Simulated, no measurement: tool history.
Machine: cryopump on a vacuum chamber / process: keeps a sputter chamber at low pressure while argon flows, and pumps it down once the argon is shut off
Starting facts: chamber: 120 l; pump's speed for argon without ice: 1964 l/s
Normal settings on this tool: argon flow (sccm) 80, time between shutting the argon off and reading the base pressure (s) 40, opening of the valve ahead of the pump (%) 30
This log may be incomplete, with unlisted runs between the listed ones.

run,day,argon flow (sccm),time between shutting the argon off and reading the base pressure (s),opening of the valve ahead of the pump (%),pressure while argon flows (Pa),pressure after the wait (uPa)
1,0.000,80,40,30,0.2475,1.67
2,2.329,80,40,30,0.2485,1.77
# day 3.658: pump warmed up, emptied and cooled again
3,4.662,80,40,30,0.2293,1.71
4,7.671,80,40,21,0.3316,1.83
5,10.662,80,260,21,0.3359,0.62
6,14.371,80,40,30,0.2354,1.95
7,17.271,80,40,17,0.4151,2.02
8,20.775,80,40,17,0.4174,2.03
9,24.171,80,40,17,0.4214,2.27
10,26.592,80,40,44,0.1762,2.35
11,29.562,99,33,44,0.2204,2.77
# day 30.908: pump warmed up, emptied and cooled again
12,31.950,99,33,44,0.1967,2.56
13,34.833,36,40,30,0.1057,2.35
14,38.175,82,40,31,0.2354,2.52
15,41.050,82,26,31,0.2349,3.36
16,44.271,117,40,30,0.3538,2.70
17,47.467,117,42,30,0.3554,2.69
18,50.158,80,25,30,0.2444,3.66
19,53.771,150,49,23,0.5958,2.85

Measured less the same run without the tool's hidden state. The same run-to-run variation is in both; the gauge's scatter may not be:
Hidden conditions of the tool in this case: pump's speed, % of a pump's without ice; cold plate's temperature, K; leak into the chamber, uPa l/s; drift of the gauge itself on working_pa, %; drift of the gauge itself on base_upa, %.
run,pressure while argon flows (Pa),pressure after the wait (uPa)
1,+0.0168,+0.07
2,+0.0190,+0.13
3,+0.0012,+0.11
4,+0.0034,+0.19
5,+0.0054,+0.26
6,+0.0080,+0.37
7,+0.0106,+0.44
8,+0.0135,+0.53
9,+0.0167,+0.66
10,+0.0190,+0.74
11,+0.0271,+0.87
12,+0.0027,+0.67
13,+0.0018,+0.76
14,+0.0066,+0.86
15,+0.0086,+0.97
16,+0.0162,+1.09
17,+0.0198,+1.18
18,+0.0157,+1.27
19,+0.0358,+1.48
